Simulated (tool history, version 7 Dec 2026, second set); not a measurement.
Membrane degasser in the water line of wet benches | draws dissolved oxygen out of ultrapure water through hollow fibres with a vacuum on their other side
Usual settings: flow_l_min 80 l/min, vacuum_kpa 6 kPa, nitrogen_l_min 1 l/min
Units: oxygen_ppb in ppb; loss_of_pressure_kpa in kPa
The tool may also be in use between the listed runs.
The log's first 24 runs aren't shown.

run    hour  flow_l_min  vacuum_kpa  nitrogen_l_min  hours since the membrane was changed  hours since the vacuum gauge was calibrated  hours since the vacuum lines were made tight  oxygen_ppb  loss_of_pressure_kpa
 25  3723.1         102        4.23             1.2                                  8185                                          957                                           536       491.3                 87.46
 26  3875.1         119        6.76            0.47                                  8337                                         1109                                           688      1203.6                101.48
 27  4000.1          54        4.71            0.99                                  8462                                         1234                                           813       323.4                 46.32
 28  4181.3          48           6               1                                  8643                                         1416                                           994       395.9                  41.1
 29  4355.7          48           6               1                                  8817                                         1590                                          1168       392.8                    41
 30  4471.1          48           6               1                                  8933                                         1705                                          1284       394.8                 40.79
 31  4707.9         122       13.89            0.91                                  9170                                         1942                                          1520      1981.5                104.72
 32  4946.8         122       13.89            0.91                                  9408                                         2181                                          1759        2000                104.45
 33  5107.2          59        5.73            0.42                                  9569                                         2342                                          1920       640.8                 50.71

Forecast each of these 3 alternatives for the next run:
  A  5257.9          70           6            1.22                                  9720                                         2492                                          2070           ?                     ?
  B  5257.9          80         6.9            0.69                                  9720                                         2492                                          2070           ?                     ?
  C  5257.9          80        3.73               1                                  9720                                         2492                                          2070           ?                     ?

run  oxygen_ppb  loss_of_pressure_kpa
  A       516.2                 60.26
  B       830.4                  68.8
  C       343.5                 68.49
Without the tool's hidden state the same runs would have given:
run  oxygen_ppb  loss_of_pressure_kpa
  A       515.7                 59.44
  B       829.9                 67.87
  C       342.9                 67.56
